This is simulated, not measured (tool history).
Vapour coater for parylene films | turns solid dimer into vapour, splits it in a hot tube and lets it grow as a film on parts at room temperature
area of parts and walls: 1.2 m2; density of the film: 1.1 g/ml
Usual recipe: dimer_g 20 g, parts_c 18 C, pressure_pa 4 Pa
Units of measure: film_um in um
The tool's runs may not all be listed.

Run 1, day 0: usual settings. Result: film_um 6.71 um.
Run 2, day 1.396: usual settings. Result: film_um 6.79 um.
Run 3, day 3.05: usual settings but dimer_g 25 g. Result: film_um 8.27 um.
At day 4.721: trap's valve overhauled.
Run 4, day 4.8: usual settings. Result: film_um 7.28 um.
Run 5, day 6.825: usual settings. Result: film_um 7.3 um.
Run 6, day 8.521: usual settings. Result: film_um 7.24 um.
Run 7, day 11.279: usual settings. Result: film_um 7.09 um.
Run 8, day 13.283: usual settings. Result: film_um 7.12 um.
Run 9, day 15.504: usual settings but dimer_g 10 g. Result: film_um 3.52 um.
Run 10, day 18.033: usual settings but dimer_g 10 g. Result: film_um 3.47 um.
Run 11, day 20.367: usual settings but dimer_g 27 g. Result: film_um 9.11 um.
Run 12, day 23.117: usual settings but dimer_g 27 g. Result: film_um 9.18 um.
Run 13, day 25.475: usual settings but dimer_g 27 g, parts_c 12 C. Result: film_um 10.15 um.
Run 14, day 26.775: usual settings. Result: film_um 6.62 um.
At day 28.6: trap's valve overhauled.
Run 15, day 29.404: usual settings. Result: film_um 7.17 um.
Run 16, day 31.504: usual settings but dimer_g 27 g, parts_c 23 C, pressure_pa 6.68 Pa. Result: film_um 7.89 um.
Run 17, day 33.354: usual settings but dimer_g 18 g, parts_c 24 C, pressure_pa 6.5 Pa. Result: film_um 5.21 um.
Run 18, day 35.158: usual settings but dimer_g 18 g, parts_c 26 C, pressure_pa 11.46 Pa. Result: film_um 4.61 um.
Run 19, day 37.412: usual settings but parts_c 14 C, pressure_pa 4.35 Pa. Result: film_um 7.61 um.
Run 20, day 38.975: usual settings but parts_c 14 C, pressure_pa 4.35 Pa. Result: film_um 7.46 um.
Run 21, day 40.542: usual settings but parts_c 14 C, pressure_pa 4.35 Pa. Result: film_um 7.37 um.
Run 22, day 41.95: usual settings but dimer_g 32 g, parts_c 20 C, pressure_pa 3.17 Pa. Result: film_um 10.8 um.
Run 23, day 43.788: usual settings but dimer_g 32 g, parts_c 20 C, pressure_pa 3.17 Pa. Result: film_um 11.03 um.
Run 24, day 45.967: usual settings but dimer_g 22 g, parts_c 22 C, pressure_pa 11.34 Pa. Result: film_um 5.91 um.

Expected results for the next run?
Run 25, day 47.704: usual settings but dimer_g 14 g, parts_c 17 C, pressure_pa 9.46 Pa. Result: film_um ?.

film_um: 4.16 um
With the hidden condition absent and the run-to-run variation left alone, this run would have shown film_um 4.63 um.
